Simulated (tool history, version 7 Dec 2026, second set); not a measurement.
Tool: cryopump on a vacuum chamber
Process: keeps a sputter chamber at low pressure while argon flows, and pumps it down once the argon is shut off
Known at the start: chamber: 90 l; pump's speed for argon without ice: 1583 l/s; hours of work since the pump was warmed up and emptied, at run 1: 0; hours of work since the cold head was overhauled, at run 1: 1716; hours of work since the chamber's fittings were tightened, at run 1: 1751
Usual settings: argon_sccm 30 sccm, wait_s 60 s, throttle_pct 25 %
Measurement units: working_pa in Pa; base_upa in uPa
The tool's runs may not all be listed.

run   hour  argon_sccm  wait_s  throttle_pct  hours of work since the pump was warmed up and emptied  hours of work since the cold head was overhauled  hours of work since the chamber's fittings were tightened  working_pa  base_upa
  1      0          30      60            25                                                       0                                              1716                                                       1751      0.1292      1.36
  2     31          30      60            25                                                      18                                              1734                                                       1769      0.1291      1.42
  3   78.8          30      60            25                                                      46                                              1762                                                       1797      0.1308      1.38
  4  145.7          30      60            25                                                      84                                              1801                                                       1835      0.1282      1.39
  5  208.4          30      60            25                                                     121                                              1837                                                       1872      0.1295       1.4
  6  239.8          30      60            25                                                     139                                              1855                                                       1890       0.129      1.44
  7  297.2          30      60            25                                                     172                                              1888                                                       1923      0.1316      1.46
  8  346.8          30      60            25                                                     201                                              1917                                                       1952      0.1319      1.52
     408.3  -- leaking fittings of the chamber tightened, without venting
  9  412.5          30      60            25                                                     238                                              1954                                                          2      0.1317      1.09
 10  442.6          30      60            25                                                     255                                              1971                                                         20      0.1335       1.1
 11  488.4          30      50            25                                                     281                                              1998                                                         46      0.1317      1.26
 12  519.2          27      50            25                                                     299                                              2016                                                         64      0.1197      1.29
 13  578.3          36      60            34                                                     333                                              2050                                                         98        0.12      1.16
 14  634.2          36      62            15                                                     366                                              2082                                                        131       0.263      1.07
 15  682.9          36      28            31                                                     394                                              2110                                                        159      0.1314      2.02
 16  751.1          36      28            31                                                     434                                              2150                                                        198      0.1328      2.06
 17  793.5          46      28            34                                                     458                                              2174                                                        223      0.1542      2.09
 18    846          42     291            34                                                     488                                              2205                                                        253      0.1412      0.51
 19  908.3          42     291            34                                                     524                                              2241                                                        289      0.1412      0.47
 20  938.5          45      38            23                                                     542                                              2258                                                        307      0.2209      1.69

Below are 5 alternative next runs, each starting from the tool's condition after run 20. Predict each:
  A  972.5          45      49            19                                                     562                                              2278                                                        326           ?         ?
  B  972.5          25     213            50                                                     562                                              2278                                                        326           ?         ?
  C  972.5          45     128            23                                                     562                                              2278                                                        326           ?         ?
  D  972.5          23     117            22                                                     562                                              2278                                                        326           ?         ?
  E  972.5          18      60            25                                                     562                                              2278                                                        326           ?         ?

run  working_pa  base_upa
  A      0.2669      1.34
  B      0.0601      0.61
  C      0.2222       0.7
  D      0.1188      0.73
  E      0.0821      1.17
Stripped of hidden state, with their random variation kept, the same runs would have yielded:
run  working_pa  base_upa
  A       0.254       1.2
  B       0.053      0.46
  C      0.2094      0.56
  D      0.1122      0.59
  E       0.077      1.02
